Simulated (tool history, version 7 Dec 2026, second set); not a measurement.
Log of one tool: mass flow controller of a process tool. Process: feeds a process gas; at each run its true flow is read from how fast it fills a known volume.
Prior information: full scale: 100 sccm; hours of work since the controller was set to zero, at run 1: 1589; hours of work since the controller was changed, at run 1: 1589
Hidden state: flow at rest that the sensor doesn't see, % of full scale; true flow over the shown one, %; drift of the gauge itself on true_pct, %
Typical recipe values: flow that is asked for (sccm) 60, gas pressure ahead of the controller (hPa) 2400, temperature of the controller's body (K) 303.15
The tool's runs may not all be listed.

run	day	flow that is asked for (sccm)	gas pressure ahead of the controller (hPa)	temperature of the controller's body (K)	hours of work since the controller was set to zero	hours of work since the controller was changed	true flow (%)
1	0	60	2400	303.15	1589	1589	100.36
2	10.121	85	2400	303.15	1688	1688	100.35
3	18.85	85	2400	303.15	1773	1773	100.33
4	29.525	85	2400	303.15	1877	1877	100.35
5	34.642	85	1500	303.15	1927	1927	99.7
6	41.696	85	1500	303.15	1996	1996	99.73
7	50.483	60	2400	303.15	2082	2082	100.44
8	59.733	60	2400	303.15	2172	2172	100.52
9	71.383	60	2400	301.15	2286	2286	100.3
10	77.333	60	2400	303.15	2344	2344	100.49
# day 78.2: controller's zero set anew
11	82.592	21	1630	300.15	43	2395	102.18
12	91.833	21	1450	312.15	133	2485	102.85
13	101.429	87	1610	294.15	227	2579	99.54
14	113.383	46	2400	310.15	343	2695	101.67
15	119.179	46	2400	310.15	400	2752	101.65
# day 124.812: controller's zero set anew, once more
16	130.021	46	2160	310.15	51	2858	99.76
17	137.933	46	2790	310.15	128	2935	100.31
18	147.946	46	2790	310.15	226	3032	100.24
19	155.625	55	2290	303.15	301	3107	99.4

3 ways to go on from here, each from the tool as it stands after run 19. What would each give?
A	164.7	54	2750	307.15	389	3196	?
B	164.7	75	2400	305.15	389	3196	?
C	164.7	49	2710	303.15	389	3196	?

run	true flow (%)
A	100.12
B	99.61
C	99.87
Had the tool no hidden state, the same runs would have come out as:
run	true flow (%)
A	100.88
B	100.41
C	100.61

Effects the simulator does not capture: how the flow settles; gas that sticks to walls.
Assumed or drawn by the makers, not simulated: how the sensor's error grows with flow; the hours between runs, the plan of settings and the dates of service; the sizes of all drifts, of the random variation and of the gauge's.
